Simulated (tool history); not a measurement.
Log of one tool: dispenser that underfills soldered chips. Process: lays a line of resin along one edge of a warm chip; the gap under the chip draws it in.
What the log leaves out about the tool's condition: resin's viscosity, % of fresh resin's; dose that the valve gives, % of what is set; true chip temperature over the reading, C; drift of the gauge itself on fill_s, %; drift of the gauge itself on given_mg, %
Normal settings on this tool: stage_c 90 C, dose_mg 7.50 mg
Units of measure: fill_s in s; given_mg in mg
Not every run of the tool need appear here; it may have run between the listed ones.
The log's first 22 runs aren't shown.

run	hour	stage_c	dose_mg	hours of work since the syringe was changed	hours of work since the valve was cleaned	hours of work since the stage was calibrated	fill_s	given_mg
# hour 234.8: new syringe of resin
23	240.5	86	7.44	5	24	249	31.4	7.34
# hour 250.1: new syringe of resin
24	250.1	86	7.44	0	31	256	24.6	7.33
25	258.9	76	8.43	7	38	263	46.3	8.29
# hour 265.2: new syringe of resin
26	267.8	82	8.43	2	45	270	30.4	8.24
# hour 280.6: new syringe of resin
# hour 282.5: dispensing valve cleaned and set on the balance
27	282.8	93	6.85	1	0	281	21.9	6.85
# hour 297.0: new syringe of resin
28	297.6	93	6.85	0	12	292	21.1	6.79
29	308.2	84	7.29	9	20	301	42.6	7.22
# hour 312.8: new syringe of resin
30	321.5	79	7.50	7	30	311	44.1	7.37
# hour 328.2: new syringe of resin
31	329.0	79	7.50	1	36	317	30.8	7.32
# hour 343.6: new syringe of resin
32	343.6	97	8.54	0	47	328	17.5	8.30
33	353.5	81	9.11	8	55	336	41.2	8.87
# hour 355.8: dispensing valve cleaned and set on the balance
# hour 360.2: new syringe of resin
34	362.7	84	8.58	2	5	342	28.3	8.60
35	372.4	90	8.65	10	13	350	36.0	8.63

Consider 4 possible next runs. They are alternatives, not a sequence: every one starts from the tool as it was left by run 35. What does each give?
# hour 375.7: new syringe of resin
A	381.3	84	8.67	4	20	356	?	?
# hour 375.7: new syringe of resin
B	381.3	76	7.13	4	20	356	?	?
# hour 375.7: new syringe of resin
C	381.3	81	7.68	4	20	356	?	?
# hour 375.7: new syringe of resin
D	381.3	95	8.36	4	20	356	?	?

run	fill_s	given_mg
A	31.6	8.61
B	41.8	7.10
C	36.1	7.63
D	22.9	8.32
Without the tool's hidden state the same runs would have given:
run	fill_s	given_mg
A	26.6	8.66
B	35.3	7.14
C	30.5	7.67
D	19.1	8.36
